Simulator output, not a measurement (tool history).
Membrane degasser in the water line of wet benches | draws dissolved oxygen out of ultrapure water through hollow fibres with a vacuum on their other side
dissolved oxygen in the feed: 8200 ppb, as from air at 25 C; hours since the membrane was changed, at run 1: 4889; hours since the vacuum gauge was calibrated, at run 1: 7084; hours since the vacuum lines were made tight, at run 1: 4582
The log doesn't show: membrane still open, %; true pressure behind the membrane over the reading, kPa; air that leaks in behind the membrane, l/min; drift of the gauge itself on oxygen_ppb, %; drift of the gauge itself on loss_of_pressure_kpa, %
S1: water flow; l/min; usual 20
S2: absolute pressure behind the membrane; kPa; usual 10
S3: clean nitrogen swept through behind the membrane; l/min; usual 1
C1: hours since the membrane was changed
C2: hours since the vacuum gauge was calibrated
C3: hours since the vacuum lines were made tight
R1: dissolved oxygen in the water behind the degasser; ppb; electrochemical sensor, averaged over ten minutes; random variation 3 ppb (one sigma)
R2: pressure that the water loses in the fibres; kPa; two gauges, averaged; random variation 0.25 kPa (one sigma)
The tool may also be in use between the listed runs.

run 1 hour=0 | S1=20 S2=10 S3=1 | C1=4889 C2=7084 C3=4582 | R1=331.4 R2=72.58
run 2 hour=77.2 | S1=20 S2=10 S3=1 | C1=4966 C2=7161 C3=4659 | R1=326.1 R2=72.43
run 3 hour=184.5 | S1=20 S2=10 S3=1 | C1=5074 C2=7269 C3=4766 | R1=330.8 R2=73.17
run 4 hour=273.2 | S1=25 S2=10 S3=1 | C1=5162 C2=7358 C3=4855 | R1=392.5 R2=90.79
run 5 hour=372.5 | S1=25 S2=10 S3=1 | C1=5262 C2=7457 C3=4954 | R1=399.7 R2=90.83
run 6 hour=470.4 | S1=20 S2=10 S3=1 | C1=5360 C2=7555 C3=5052 | R1=328.6 R2=72.7
run 7 hour=536.2 | S1=20 S2=10 S3=1 | C1=5425 C2=7620 C3=5118 | R1=332.7 R2=72.77
-- hour=590 seals of the vacuum lines changed
run 8 hour=624.7 | S1=20 S2=10 S3=1 | C1=5512 C2=7707 C3=35 | R1=330.9 R2=72.83
run 9 hour=696 | S1=20 S2=10 S3=1 | C1=5583 C2=7778 C3=106 | R1=326.3 R2=73.31
run 10 hour=747.9 | S1=20 S2=10 S3=1 | C1=5635 C2=7830 C3=158 | R1=325.6 R2=73.1
-- hour=794.7 vacuum gauge calibrated
run 11 hour=866 | S1=20 S2=10 S3=1 | C1=5753 C2=71 C3=275 | R1=339.1 R2=72.82
run 12 hour=979.1 | S1=20 S2=10 S3=1 | C1=5866 C2=184 C3=389 | R1=338.1 R2=72.85
run 13 hour=1091.3 | S1=20 S2=10 S3=1 | C1=5978 C2=297 C3=501 | R1=338.1 R2=73.31
-- hour=1179.1 vacuum gauge calibrated, once more
run 14 hour=1195.9 | S1=22 S2=11.6 S3=0.56 | C1=6082 C2=17 C3=605 | R1=640.7 R2=80.94
run 15 hour=1275.2 | S1=26 S2=9.1 S3=0.56 | C1=6161 C2=96 C3=684 | R1=520.9 R2=96.06
run 16 hour=1380.4 | S1=26 S2=23.5 S3=0.69 | C1=6267 C2=201 C3=789 | R1=1355.1 R2=96.23
run 17 hour=1502.9 | S1=27 S2=19.6 S3=2.17 | C1=6389 C2=324 C3=912 | R1=469.7 R2=100.02
run 18 hour=1586.8 | S1=12 S2=15.7 S3=0.46 | C1=6473 C2=408 C3=996 | R1=652.2 R2=44.28
run 19 hour=1644.3 | S1=19 S2=11.2 S3=1 | C1=6531 C2=465 C3=1053 | R1=335.2 R2=70.11
run 20 hour=1747.7 | S1=15 S2=17.1 S3=1.12 | C1=6634 C2=569 C3=1157 | R1=422.8 R2=55.6
run 21 hour=1800.2 | S1=19 S2=8.1 S3=2.92 | C1=6686 C2=621 C3=1209 | R1=88.9 R2=70.73
run 22 hour=1917 | S1=14 S2=13.2 S3=1.26 | C1=6803 C2=738 C3=1326 | R1=261.6 R2=51.78
run 23 hour=1976.6 | S1=16 S2=13.2 S3=1.26 | C1=6863 C2=797 C3=1386 | R1=299 R2=59.47
run 24 hour=2080.1 | S1=16 S2=13.2 S3=1.26 | C1=6966 C2=901 C3=1489 | R1=296.5 R2=59.47
run 25 hour=2197.1 | S1=16 S2=13.2 S3=1.26 | C1=7083 C2=1018 C3=1606 | R1=296.7 R2=59.72
run 26 hour=2259.3 | S1=22 S2=11.5 S3=1.66 | C1=7146 C2=1080 C3=1668 | R1=263.5 R2=82.05

Forecast each of these 3 alternatives for the next run:
run A hour=2378.2 | S1=15 S2=6.6 S3=2.99 | C1=7264 C2=1199 C3=1787 | R1=? R2=?
run B hour=2378.2 | S1=19 S2=11.5 S3=1.66 | C1=7264 C2=1199 C3=1787 | R1=? R2=?
run C hour=2378.2 | S1=29 S2=9.2 S3=1.49 | C1=7264 C2=1199 C3=1787 | R1=? R2=?

run=A R1=50.1 R2=56.44
run=B R1=230.8 R2=70.73
run=C R1=282 R2=107.89
Without the tool's hidden state the same runs would have given:
run=A R1=44.8 R2=51.05
run=B R1=221.1 R2=63.97
run=C R1=265.4 R2=97.57
